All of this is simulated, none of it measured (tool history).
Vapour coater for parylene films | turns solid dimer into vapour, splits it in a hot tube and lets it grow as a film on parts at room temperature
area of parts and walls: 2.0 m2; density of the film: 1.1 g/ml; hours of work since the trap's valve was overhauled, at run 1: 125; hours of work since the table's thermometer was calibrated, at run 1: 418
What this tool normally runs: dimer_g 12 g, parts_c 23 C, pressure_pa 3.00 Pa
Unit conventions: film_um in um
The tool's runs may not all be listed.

| run | hour | dimer_g | parts_c | pressure_pa | hours of work since the trap's valve was overhauled | hours of work since the table's thermometer was calibrated | film_um |
|---|---|---|---|---|---|---|---|
| 1 | 0.0 | 12 | 23 | 3.00 | 125 | 418 | 3.50 |
| 2 | 16.0 | 12 | 23 | 3.00 | 135 | 429 | 3.49 |
| 3 | 35.6 | 12 | 25 | 3.00 | 148 | 441 | 3.30 |
| 4 | 44.7 | 12 | 25 | 2.28 | 154 | 447 | 3.51 |
| 5 | 57.5 | 6 | 23 | 3.00 | 163 | 456 | 1.75 |
| 6 | 69.3 | 6 | 21 | 3.00 | 170 | 464 | 1.84 |
| 7 | 77.8 | 6 | 21 | 3.00 | 176 | 469 | 1.84 |
| 8 | 88.0 | 6 | 21 | 3.00 | 183 | 476 | 1.81 |
| 9 | 99.3 | 12 | 23 | 3.00 | 190 | 483 | 3.49 |
| 10 | 117.8 | 12 | 23 | 3.00 | 202 | 495 | 3.50 |
| 11 | 132.3 | 19 | 23 | 11.92 | 212 | 505 | 4.15 |
| 12 | 140.7 | 11 | 24 | 3.24 | 217 | 510 | 3.06 |
| 13 | 159.9 | 11 | 24 | 3.24 | 230 | 523 | 3.09 |
| 14 | 179.1 | 20 | 30 | 4.29 | 242 | 535 | 4.49 |
| 15 | 190.8 | 11 | 18 | 6.89 | 250 | 543 | 3.08 |
| 16 | 203.9 | 11 | 18 | 6.89 | 258 | 552 | 3.12 |
| 17 | 212.4 | 11 | 18 | 6.89 | 264 | 557 | 3.07 |
| 18 | 227.8 | 11 | 27 | 2.05 | 274 | 567 | 3.15 |

Predict each of these 4 candidate next runs independently; none follows another, all start after run 18:
| A | 240.9 | 14 | 27 | 3.66 | 283 | 576 | ? |
| B | 240.9 | 12 | 23 | 3.86 | 283 | 576 | ? |
| C | 240.9 | 17 | 27 | 2.05 | 283 | 576 | ? |
| D | 240.9 | 12 | 24 | 5.78 | 283 | 576 | ? |

| run | film_um |
|---|---|
| A | 3.57 |
| B | 3.34 |
| C | 4.84 |
| D | 3.01 |
Without the tool's hidden state the same runs would have given:
| run | film_um |
|---|---|
| A | 3.52 |
| B | 3.29 |
| C | 4.77 |
| D | 2.97 |

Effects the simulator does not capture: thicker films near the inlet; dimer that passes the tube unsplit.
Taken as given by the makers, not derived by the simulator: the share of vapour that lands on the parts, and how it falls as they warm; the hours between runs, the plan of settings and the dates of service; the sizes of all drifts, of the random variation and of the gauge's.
